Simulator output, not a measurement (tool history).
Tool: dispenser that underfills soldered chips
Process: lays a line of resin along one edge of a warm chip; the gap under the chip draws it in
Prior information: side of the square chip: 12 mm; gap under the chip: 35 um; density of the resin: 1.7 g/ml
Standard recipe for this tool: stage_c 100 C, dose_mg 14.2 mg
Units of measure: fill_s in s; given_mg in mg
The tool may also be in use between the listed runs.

run 1 hour=0.0 | stage_c=100 dose_mg=14.2 | fill_s=188.0 given_mg=13.85
-- hour=9.6 new syringe of resin
-- hour=12.7 dispensing valve cleaned and set on the balance
run 2 hour=12.8 | stage_c=100 dose_mg=14.2 | fill_s=197.6 given_mg=14.22
-- hour=20.6 new syringe of resin
run 3 hour=25.0 | stage_c=100 dose_mg=12.8 | fill_s=218.2 given_mg=12.74
-- hour=30.7 new syringe of resin
run 4 hour=35.1 | stage_c=100 dose_mg=12.8 | fill_s=220.5 given_mg=12.73
-- hour=40.8 new syringe of resin
run 5 hour=47.7 | stage_c=100 dose_mg=12.8 | fill_s=245.7 given_mg=12.65
-- hour=50.8 new syringe of resin
run 6 hour=57.2 | stage_c=100 dose_mg=14.2 | fill_s=239.2 given_mg=14.01
-- hour=60.6 new syringe of resin
run 7 hour=68.5 | stage_c=100 dose_mg=14.2 | fill_s=258.7 given_mg=13.96
-- hour=71.0 new syringe of resin
-- hour=81.3 new syringe of resin
run 8 hour=81.7 | stage_c=100 dose_mg=14.2 | fill_s=186.4 given_mg=13.91
run 9 hour=89.4 | stage_c=100 dose_mg=14.2 | fill_s=258.8 given_mg=13.86
-- hour=91.5 new syringe of resin
-- hour=96.3 dispensing valve cleaned and set on the balance
run 10 hour=96.6 | stage_c=100 dose_mg=16.1 | fill_s=216.7 given_mg=16.16
-- hour=102.9 new syringe of resin
run 11 hour=104.3 | stage_c=100 dose_mg=16.1 | fill_s=193.6 given_mg=16.01
-- hour=112.7 new syringe of resin
run 12 hour=112.7 | stage_c=100 dose_mg=16.1 | fill_s=183.9 given_mg=16.02
-- hour=123.5 new syringe of resin
run 13 hour=123.8 | stage_c=100 dose_mg=16.1 | fill_s=184.8 given_mg=15.95
-- hour=133.4 new syringe of resin
run 14 hour=133.8 | stage_c=100 dose_mg=16.1 | fill_s=185.5 given_mg=15.93
run 15 hour=140.6 | stage_c=100 dose_mg=16.1 | fill_s=245.9 given_mg=15.82
-- hour=143.4 new syringe of resin
run 16 hour=146.5 | stage_c=100 dose_mg=18.4 | fill_s=204.6 given_mg=18.07
-- hour=153.6 new syringe of resin
run 17 hour=157.3 | stage_c=100 dose_mg=13.0 | fill_s=215.3 given_mg=12.73
-- hour=163.9 new syringe of resin
run 18 hour=165.9 | stage_c=112 dose_mg=18.1 | fill_s=115.6 given_mg=17.69
-- hour=174.4 new syringe of resin
run 19 hour=177.1 | stage_c=99 dose_mg=13.9 | fill_s=217.0 given_mg=13.49
-- hour=180.2 dispensing valve cleaned and set on the balance
run 20 hour=183.9 | stage_c=109 dose_mg=17.7 | fill_s=170.1 given_mg=17.73
-- hour=185.3 new syringe of resin
-- hour=195.5 new syringe of resin
run 21 hour=195.7 | stage_c=94 dose_mg=18.4 | fill_s=243.0 given_mg=18.38
run 22 hour=204.4 | stage_c=110 dose_mg=15.6 | fill_s=177.1 given_mg=15.49
-- hour=205.2 new syringe of resin
-- hour=215.4 new syringe of resin
run 23 hour=216.1 | stage_c=100 dose_mg=13.3 | fill_s=184.5 given_mg=13.16
run 24 hour=224.3 | stage_c=102 dose_mg=13.3 | fill_s=240.5 given_mg=13.10
-- hour=225.2 new syringe of resin
run 25 hour=230.9 | stage_c=102 dose_mg=13.3 | fill_s=216.9 given_mg=13.10
-- hour=235.3 new syringe of resin
run 26 hour=241.7 | stage_c=102 dose_mg=13.3 | fill_s=228.3 given_mg=13.07
-- hour=245.7 new syringe of resin
run 27 hour=249.5 | stage_c=103 dose_mg=13.9 | fill_s=192.1 given_mg=13.66
-- hour=256.1 new syringe of resin
run 28 hour=260.5 | stage_c=107 dose_mg=17.6 | fill_s=169.2 given_mg=17.13
-- hour=264.5 dispensing valve cleaned and set on the balance
-- hour=267.2 new syringe of resin
run 29 hour=273.4 | stage_c=107 dose_mg=17.6 | fill_s=178.5 given_mg=17.55
-- hour=277.5 new syringe of resin
run 30 hour=280.2 | stage_c=108 dose_mg=17.8 | fill_s=144.2 given_mg=17.70
run 31 hour=286.7 | stage_c=86 dose_mg=13.0 | fill_s=529.3 given_mg=12.96
-- hour=287.8 new syringe of resin
-- hour=298.0 new syringe of resin
run 32 hour=298.0 | stage_c=98 dose_mg=13.1 | fill_s=201.3 given_mg=12.95
-- hour=308.4 new syringe of resin
run 33 hour=308.7 | stage_c=94 dose_mg=12.9 | fill_s=251.5 given_mg=12.68

Measured minus without-hidden-state, run by run (identical run-to-run variation in each term; gauge scatter may differ):
The tool's hidden condition here consists of: resin's viscosity, % of fresh resin's; dose that the valve gives, % of what is set; true chip temperature over the reading, C; drift of the gauge itself on fill_s, %; drift of the gauge itself on given_mg, %.
run=1 fill_s=+19.5 given_mg=-0.31
run=2 fill_s=+30.7 given_mg=+0.03
run=3 fill_s=+48.5 given_mg=-0.02
run=4 fill_s=+51.8 given_mg=-0.07
run=5 fill_s=+75.9 given_mg=-0.13
run=6 fill_s=+72.6 given_mg=-0.19
run=7 fill_s=+89.3 given_mg=-0.24
run=8 fill_s=+18.5 given_mg=-0.31
run=9 fill_s=+90.6 given_mg=-0.35
run=10 fill_s=+47.5 given_mg=-0.01
run=11 fill_s=+26.0 given_mg=-0.04
run=12 fill_s=+15.5 given_mg=-0.09
run=13 fill_s=+19.1 given_mg=-0.15
run=14 fill_s=+19.2 given_mg=-0.20
run=15 fill_s=+80.3 given_mg=-0.24
run=16 fill_s=+40.4 given_mg=-0.31
run=17 fill_s=+45.0 given_mg=-0.27
run=18 fill_s=+17.5 given_mg=-0.43
run=19 fill_s=+41.1 given_mg=-0.38
run=20 fill_s=+60.6 given_mg=+0.02
run=21 fill_s=+30.4 given_mg=-0.06
run=22 fill_s=+68.5 given_mg=-0.09
run=23 fill_s=+20.3 given_mg=-0.13
run=24 fill_s=+89.0 given_mg=-0.17
run=25 fill_s=+64.0 given_mg=-0.20
run=26 fill_s=+72.2 given_mg=-0.25
run=27 fill_s=+46.2 given_mg=-0.29
run=28 fill_s=+44.3 given_mg=-0.43
run=29 fill_s=+55.3 given_mg=-0.04
run=30 fill_s=+27.7 given_mg=-0.08
run=31 fill_s=+209.0 given_mg=-0.09
run=32 fill_s=+18.3 given_mg=-0.14
run=33 fill_s=+30.7 given_mg=-0.19
